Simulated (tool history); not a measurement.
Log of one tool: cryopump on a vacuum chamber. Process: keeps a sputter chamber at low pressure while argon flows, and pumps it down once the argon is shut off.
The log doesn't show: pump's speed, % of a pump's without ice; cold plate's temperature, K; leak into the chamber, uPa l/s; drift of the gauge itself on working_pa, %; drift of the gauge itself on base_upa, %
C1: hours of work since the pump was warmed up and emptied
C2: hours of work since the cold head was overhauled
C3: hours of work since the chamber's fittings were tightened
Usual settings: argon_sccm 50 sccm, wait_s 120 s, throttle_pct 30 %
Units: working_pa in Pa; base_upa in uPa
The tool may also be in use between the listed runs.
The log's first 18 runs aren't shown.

run 19 hour=268.6 | argon_sccm=50 wait_s=120 throttle_pct=21 | C1=559 C2=559 C3=1090 | working_pa=0.3996 base_upa=2
run 20 hour=284.4 | argon_sccm=26 wait_s=43 throttle_pct=21 | C1=567 C2=567 C3=1098 | working_pa=0.209 base_upa=3.61
run 21 hour=298.5 | argon_sccm=35 wait_s=44 throttle_pct=30 | C1=575 C2=575 C3=1105 | working_pa=0.2029 base_upa=3.56
run 22 hour=311.2 | argon_sccm=43 wait_s=91 throttle_pct=30 | C1=581 C2=581 C3=1111 | working_pa=0.2501 base_upa=2.36
run 23 hour=322.5 | argon_sccm=50 wait_s=24 throttle_pct=30 | C1=587 C2=587 C3=1117 | working_pa=0.2912 base_upa=5.73
run 24 hour=336.2 | argon_sccm=21 wait_s=44 throttle_pct=48 | C1=594 C2=594 C3=1124 | working_pa=0.0819 base_upa=3.64
run 25 hour=354.9 | argon_sccm=21 wait_s=44 throttle_pct=48 | C1=603 C2=603 C3=1133 | working_pa=0.0808 base_upa=3.73
run 26 hour=364.5 | argon_sccm=78 wait_s=94 throttle_pct=51 | C1=608 C2=608 C3=1138 | working_pa=0.2908 base_upa=2.39
run 27 hour=376.4 | argon_sccm=50 wait_s=120 throttle_pct=54 | C1=614 C2=614 C3=1144 | working_pa=0.1792 base_upa=2.11
-- hour=395.3 pump warmed up, emptied and cooled again
run 28 hour=395.8 | argon_sccm=50 wait_s=120 throttle_pct=54 | C1=0 C2=621 C3=1151 | working_pa=0.1459 base_upa=1.82
run 29 hour=411.2 | argon_sccm=50 wait_s=34 throttle_pct=54 | C1=8 C2=629 C3=1159 | working_pa=0.147 base_upa=4.19
run 30 hour=425 | argon_sccm=30 wait_s=120 throttle_pct=56 | C1=15 C2=636 C3=1166 | working_pa=0.0841 base_upa=1.82
run 31 hour=436.5 | argon_sccm=30 wait_s=120 throttle_pct=56 | C1=21 C2=642 C3=1172 | working_pa=0.0841 base_upa=1.78
run 32 hour=448.9 | argon_sccm=80 wait_s=42 throttle_pct=33 | C1=27 C2=648 C3=1178 | working_pa=0.3774 base_upa=3.51
run 33 hour=469.3 | argon_sccm=35 wait_s=100 throttle_pct=22 | C1=37 C2=658 C3=1188 | working_pa=0.2488 base_upa=1.98
run 34 hour=481.4 | argon_sccm=50 wait_s=282 throttle_pct=26 | C1=43 C2=664 C3=1194 | working_pa=0.3036 base_upa=1.29

4 ways to go on from here, each from the tool as it stands after run 34. What would each give?
run A hour=492.7 | argon_sccm=87 wait_s=282 throttle_pct=26 | C1=49 C2=670 C3=1200 | working_pa=? base_upa=?
run B hour=492.7 | argon_sccm=20 wait_s=117 throttle_pct=26 | C1=49 C2=670 C3=1200 | working_pa=? base_upa=?
run C hour=492.7 | argon_sccm=50 wait_s=102 throttle_pct=16 | C1=49 C2=670 C3=1200 | working_pa=? base_upa=?
run D hour=492.7 | argon_sccm=27 wait_s=99 throttle_pct=28 | C1=49 C2=670 C3=1200 | working_pa=? base_upa=?

run=A working_pa=0.5263 base_upa=1.27
run=B working_pa=0.1212 base_upa=1.81
run=C working_pa=0.4931 base_upa=2.04
run=D working_pa=0.1519 base_upa=2.01
Without the tool's hidden state the same runs would have given:
run=A working_pa=0.5213 base_upa=0.64
run=B working_pa=0.12 base_upa=1.19
run=C working_pa=0.4902 base_upa=1.38
run=D working_pa=0.1504 base_upa=1.38

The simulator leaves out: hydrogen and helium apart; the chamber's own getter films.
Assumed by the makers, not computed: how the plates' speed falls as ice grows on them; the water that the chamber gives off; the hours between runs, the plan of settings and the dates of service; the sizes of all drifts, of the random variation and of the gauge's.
